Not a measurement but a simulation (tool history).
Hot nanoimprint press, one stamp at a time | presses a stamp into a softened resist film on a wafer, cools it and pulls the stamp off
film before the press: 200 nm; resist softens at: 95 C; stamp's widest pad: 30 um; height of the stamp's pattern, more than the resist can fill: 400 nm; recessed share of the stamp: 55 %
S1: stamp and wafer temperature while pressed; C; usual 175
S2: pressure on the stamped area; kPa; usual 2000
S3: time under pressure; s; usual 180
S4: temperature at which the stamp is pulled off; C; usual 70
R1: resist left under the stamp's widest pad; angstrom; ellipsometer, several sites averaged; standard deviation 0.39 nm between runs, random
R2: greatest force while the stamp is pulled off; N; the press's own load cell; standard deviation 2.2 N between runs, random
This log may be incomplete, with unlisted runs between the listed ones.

run	day	S1	S2	S3	S4	R1	R2
1	0	175	2000	180	70	822	173
2	1.896	175	2000	180	70	819	173
3	3.725	175	2000	180	70	823	180
4	5.108	175	2000	180	56	814	205
5	7.108	175	2000	180	56	819	209
# day 8.475: stamp cleaned and given a new release coat
6	10.575	175	2000	180	56	821	195
7	12.662	175	2000	180	56	818	197
8	15.138	175	2000	180	56	816	205
# day 17.154: stamp cleaned and given a new release coat
9	18.333	175	2000	180	56	816	196
10	21.438	175	2000	180	56	812	196
# day 23.379: plate thermocouple calibrated
11	24.062	172	2000	180	56	916	207
# day 25.883: stamp cleaned and given a new release coat
12	26.625	172	2000	180	56	913	193
13	28.154	172	2000	180	56	918	196
14	30.812	174	2000	180	70	870	184
15	32.712	175	1310	180	70	1027	184
# day 34.542: stamp cleaned and given a new release coat
16	35.175	175	2000	112	70	994	171
17	36.917	175	2000	112	70	992	177
18	40.046	175	1640	180	75	911	174
19	41.838	175	1890	180	75	857	184
# day 43.125: stamp cleaned and given a new release coat
# day 44.971: press's hydraulic seals changed and the load cell set to zero
20	45.408	175	1430	180	67	947	184

Forecast run 21:
21	48.438	175	1230	143	70	?	?

Run 21 gave R1 1091 angstrom, R2 182 N.
On a tool with no hidden condition, and with the same random variation, this run would have come out at R1 1106 angstrom, R2 173 N.
